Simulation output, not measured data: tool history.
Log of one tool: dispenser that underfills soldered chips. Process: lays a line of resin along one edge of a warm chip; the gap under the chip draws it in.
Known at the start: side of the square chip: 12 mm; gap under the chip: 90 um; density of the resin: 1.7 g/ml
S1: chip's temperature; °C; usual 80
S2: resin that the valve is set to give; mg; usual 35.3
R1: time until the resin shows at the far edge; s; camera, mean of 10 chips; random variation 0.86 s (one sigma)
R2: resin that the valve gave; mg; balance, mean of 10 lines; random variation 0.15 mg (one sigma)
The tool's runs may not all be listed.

run	hour	S1	S2	R1	R2
1	0	80	35.3	113.3	33.7
# hour 6.4: new syringe of resin
2	8	80	35.3	86.6	33.44
3	13	86	35.3	85.1	33.59
4	18.9	86	35.3	111.2	33.33
# hour 20.8: new syringe of resin
5	25.4	86	31	77.9	29.38
6	30.9	86	31	100.6	29.26
# hour 34.7: new syringe of resin
7	35.8	86	31	70.8	29.13
8	43	92	35.3	76	33.44
9	46.7	92	39.2	88	36.66
# hour 49.1: new syringe of resin
10	53.5	92	39.2	62.9	36.65
11	61.8	66	39.2	226.2	36.39
# hour 62.9: new syringe of resin
# hour 69.6: dispensing valve cleaned and set on the balance
12	71.6	66	39.2	178.6	39.22
# hour 77.8: new syringe of resin
13	77.8	80	34.6	81.3	34.58
14	83.6	80	35.3	101.2	35.21
15	90.2	91	35.3	92.6	34.93
# hour 91.7: new syringe of resin
16	96.7	91	35.3	67.8	34.88
17	101.1	94	35.3	76.1	34.81
# hour 105.6: new syringe of resin
18	109.7	94	35.3	58.6	34.69
19	113.7	71	39.8	152.2	39.05
20	118.5	73	33.7	175.7	32.98
# hour 119.9: new syringe of resin
21	125.9	71	42.2	135.3	40.88
22	131.2	94	42.3	78.5	41.21
# hour 134: new syringe of resin
23	137.4	82	35.3	85.1	34.38
24	143.5	87	41.3	91.1	39.88
# hour 147.9: new syringe of resin
25	148.6	69	44.7	119.6	43.71
26	153.2	78	32.4	108.1	31.16
27	158.2	94	35.3	76.8	33.82
# hour 161.7: new syringe of resin
28	166.4	80	33.9	99.1	32.39
29	174.5	69	39	199.3	37.03
# hour 176: new syringe of resin
30	178.7	90	30	64.1	28.34
31	185.2	90	30	84.7	28.69
# hour 189.8: new syringe of resin
32	192.7	66	34.8	144.3	33.16
# hour 195.2: stage's temperature calibrated
33	198.4	65	41.5	186.5	39.3
34	202.8	73	43.8	166.4	41.43
# hour 205.1: new syringe of resin
35	210.2	73	43.8	125.3	41.19
36	217	80	32.5	129.9	30.41

3 ways to go on from here, each from the tool as it stands after run 36. What would each give?
# hour 219.3: new syringe of resin
A	222.3	86	40	?	?
# hour 219.3: new syringe of resin
B	222.3	71	36.1	?	?
# hour 219.3: new syringe of resin
C	222.3	80	42.3	?	?

run	R1	R2
A	70.7	37.46
B	122.9	34.03
C	89.3	39.43
Without the tool's hidden state the same runs would have given:
run	R1	R2
A	63.3	40.03
B	109.8	36.36
C	80.3	42.15
